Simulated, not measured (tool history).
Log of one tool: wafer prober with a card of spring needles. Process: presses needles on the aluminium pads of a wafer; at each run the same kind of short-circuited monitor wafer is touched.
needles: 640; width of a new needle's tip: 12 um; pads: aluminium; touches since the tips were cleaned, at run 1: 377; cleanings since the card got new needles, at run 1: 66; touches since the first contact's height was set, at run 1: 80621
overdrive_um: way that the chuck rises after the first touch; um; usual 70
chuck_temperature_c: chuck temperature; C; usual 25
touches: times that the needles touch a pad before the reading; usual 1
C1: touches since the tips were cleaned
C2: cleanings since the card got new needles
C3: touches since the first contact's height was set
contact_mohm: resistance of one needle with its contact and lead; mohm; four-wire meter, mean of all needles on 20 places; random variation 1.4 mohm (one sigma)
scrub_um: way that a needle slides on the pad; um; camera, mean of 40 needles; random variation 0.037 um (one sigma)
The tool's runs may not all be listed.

run 1 hour=0.0 | overdrive_um=70 chuck_temperature_c=25 touches=1 | C1=377 C2=66 C3=80621 | contact_mohm=123 scrub_um=17.69
-- hour=11.8 tips cleaned on abrasive film
run 2 hour=19.4 | overdrive_um=70 chuck_temperature_c=25 touches=1 | C1=4285 C2=67 C3=91501 | contact_mohm=138 scrub_um=17.67
-- hour=23.7 tips cleaned on abrasive film
-- hour=35.6 tips cleaned on abrasive film
-- hour=47.9 tips cleaned on abrasive film
run 3 hour=47.9 | overdrive_um=70 chuck_temperature_c=25 touches=2 | C1=0 C2=70 C3=107324 | contact_mohm=120 scrub_um=17.66
-- hour=59.9 tips cleaned on abrasive film
run 4 hour=65.4 | overdrive_um=70 chuck_temperature_c=25 touches=2 | C1=3093 C2=71 C3=117136 | contact_mohm=130 scrub_um=17.67
-- hour=71.6 tips cleaned on abrasive film
-- hour=82.8 tips cleaned on abrasive film
run 5 hour=83.5 | overdrive_um=70 chuck_temperature_c=25 touches=2 | C1=373 C2=73 C3=127187 | contact_mohm=124 scrub_um=17.56
-- hour=93.7 tips cleaned on abrasive film
-- hour=104.7 tips cleaned on abrasive film
-- hour=116.1 tips cleaned on abrasive film
run 6 hour=121.2 | overdrive_um=58 chuck_temperature_c=25 touches=1 | C1=2857 C2=76 C3=148252 | contact_mohm=148 scrub_um=14.42
-- hour=128.1 tips cleaned on abrasive film
run 7 hour=137.9 | overdrive_um=58 chuck_temperature_c=25 touches=1 | C1=5530 C2=77 C3=157584 | contact_mohm=149 scrub_um=14.39
-- hour=140.6 tips cleaned on abrasive film
-- hour=151.2 tips cleaned on abrasive film
-- hour=162.7 tips cleaned on abrasive film
-- hour=163.0 height of the first contact set anew
run 8 hour=168.7 | overdrive_um=58 chuck_temperature_c=25 touches=1 | C1=3203 C2=80 C3=3203 | contact_mohm=147 scrub_um=13.91
-- hour=174.0 tips cleaned on abrasive film
-- hour=186.3 tips cleaned on abrasive film
run 9 hour=195.4 | overdrive_um=70 chuck_temperature_c=25 touches=1 | C1=5118 C2=82 C3=18105 | contact_mohm=143 scrub_um=16.96
-- hour=198.1 tips cleaned on abrasive film
-- hour=210.3 tips cleaned on abrasive film
-- hour=219.8 height of the first contact set anew, once more
-- hour=221.5 tips cleaned on abrasive film
run 10 hour=227.7 | overdrive_um=70 chuck_temperature_c=25 touches=1 | C1=3455 C2=85 C3=4379 | contact_mohm=140 scrub_um=18.04
-- hour=233.9 tips cleaned on abrasive film
run 11 hour=243.2 | overdrive_um=70 chuck_temperature_c=25 touches=1 | C1=5258 C2=86 C3=13056 | contact_mohm=139 scrub_um=18.02
-- hour=245.9 tips cleaned on abrasive film
-- hour=257.1 tips cleaned on abrasive film
-- hour=269.6 tips cleaned on abrasive film
run 12 hour=269.6 | overdrive_um=70 chuck_temperature_c=25 touches=1 | C1=0 C2=89 C3=27755 | contact_mohm=121 scrub_um=17.94
-- hour=280.9 tips cleaned on abrasive film
-- hour=292.2 tips cleaned on abrasive film
run 13 hour=302.0 | overdrive_um=70 chuck_temperature_c=25 touches=1 | C1=5535 C2=91 C3=45884 | contact_mohm=141 scrub_um=17.89
-- hour=304.5 tips cleaned on abrasive film
-- hour=316.3 tips cleaned on abrasive film
-- hour=329.1 tips cleaned on abrasive film
run 14 hour=330.7 | overdrive_um=70 chuck_temperature_c=25 touches=1 | C1=904 C2=94 C3=61826 | contact_mohm=129 scrub_um=17.82
-- hour=341.4 tips cleaned on abrasive film
-- hour=353.1 tips cleaned on abrasive film
-- hour=363.6 tips cleaned on abrasive film
run 15 hour=366.5 | overdrive_um=66 chuck_temperature_c=35 touches=2 | C1=1627 C2=97 C3=81809 | contact_mohm=130 scrub_um=16.67
-- hour=375.6 tips cleaned on abrasive film
-- hour=387.3 tips cleaned on abrasive film
run 16 hour=391.5 | overdrive_um=66 chuck_temperature_c=92 touches=2 | C1=2369 C2=99 C3=95747 | contact_mohm=141 scrub_um=16.58
-- hour=398.4 tips cleaned on abrasive film
-- hour=410.4 tips cleaned on abrasive film
run 17 hour=419.4 | overdrive_um=87 chuck_temperature_c=92 touches=2 | C1=5065 C2=101 C3=111323 | contact_mohm=136 scrub_um=22.03
-- hour=421.4 tips cleaned on abrasive film
-- hour=433.8 tips cleaned on abrasive film
run 18 hour=435.7 | overdrive_um=87 chuck_temperature_c=79 touches=2 | C1=1078 C2=103 C3=120400 | contact_mohm=129 scrub_um=21.95
-- hour=445.7 tips cleaned on abrasive film
run 19 hour=454.2 | overdrive_um=87 chuck_temperature_c=79 touches=2 | C1=4793 C2=104 C3=130776 | contact_mohm=132 scrub_um=21.93
-- hour=456.9 tips cleaned on abrasive film
-- hour=468.5 tips cleaned on abrasive film
run 20 hour=471.5 | overdrive_um=87 chuck_temperature_c=79 touches=2 | C1=1658 C2=106 C3=140355 | contact_mohm=133 scrub_um=21.87
-- hour=480.9 tips cleaned on abrasive film
-- hour=492.6 tips cleaned on abrasive film
run 21 hour=500.2 | overdrive_um=87 chuck_temperature_c=79 touches=2 | C1=4284 C2=108 C3=156403 | contact_mohm=134 scrub_um=21.85
-- hour=504.8 tips cleaned on abrasive film
-- hour=516.9 tips cleaned on abrasive film
-- hour=526.0 height of the first contact set anew
run 22 hour=526.0 | overdrive_um=87 chuck_temperature_c=42 touches=2 | C1=4970 C2=110 C3=0 | contact_mohm=129 scrub_um=22.44
-- hour=528.2 tips cleaned on abrasive film
-- hour=540.1 tips cleaned on abrasive film
-- hour=550.7 tips cleaned on abrasive film
run 23 hour=550.7 | overdrive_um=87 chuck_temperature_c=42 touches=2 | C1=0 C2=113 C3=13701 | contact_mohm=124 scrub_um=22.40
-- hour=562.7 tips cleaned on abrasive film
-- hour=574.5 tips cleaned on abrasive film
run 24 hour=576.6 | overdrive_um=71 chuck_temperature_c=25 touches=1 | C1=1164 C2=115 C3=28152 | contact_mohm=127 scrub_um=18.14
-- hour=585.5 tips cleaned on abrasive film
-- hour=596.1 tips cleaned on abrasive film
run 25 hour=596.1 | overdrive_um=59 chuck_temperature_c=34 touches=1 | C1=0 C2=117 C3=39017 | contact_mohm=124 scrub_um=15.01
-- hour=607.6 tips cleaned on abrasive film
run 26 hour=613.6 | overdrive_um=59 chuck_temperature_c=34 touches=1 | C1=3401 C2=118 C3=48824 | contact_mohm=149 scrub_um=14.97
-- hour=618.7 tips cleaned on abrasive film
-- hour=629.7 tips cleaned on abrasive film
-- hour=641.2 tips cleaned on abrasive film
run 27 hour=641.2 | overdrive_um=59 chuck_temperature_c=34 touches=1 | C1=0 C2=121 C3=64193 | contact_mohm=125 scrub_um=14.96

3 ways to go on from here, each from the tool as it stands after run 27. What would each give?
-- hour=653.1 tips cleaned on abrasive film
-- hour=664.3 tips cleaned on abrasive film
run A hour=664.3 | overdrive_um=84 chuck_temperature_c=57 touches=1 | C1=0 C2=123 C3=77056 | contact_mohm=? scrub_um=?
-- hour=653.1 tips cleaned on abrasive film
-- hour=664.3 tips cleaned on abrasive film
run B hour=664.3 | overdrive_um=78 chuck_temperature_c=89 touches=2 | C1=0 C2=123 C3=77056 | contact_mohm=? scrub_um=?
-- hour=653.1 tips cleaned on abrasive film
-- hour=664.3 tips cleaned on abrasive film
run C hour=664.3 | overdrive_um=77 chuck_temperature_c=57 touches=1 | C1=0 C2=123 C3=77056 | contact_mohm=? scrub_um=?

run=A contact_mohm=123 scrub_um=21.33
run=B contact_mohm=129 scrub_um=19.76
run=C contact_mohm=128 scrub_um=19.50
Without the tool's hidden state the same runs would have given:
run=A contact_mohm=121 scrub_um=21.68
run=B contact_mohm=127 scrub_um=20.11
run=C contact_mohm=126 scrub_um=19.85
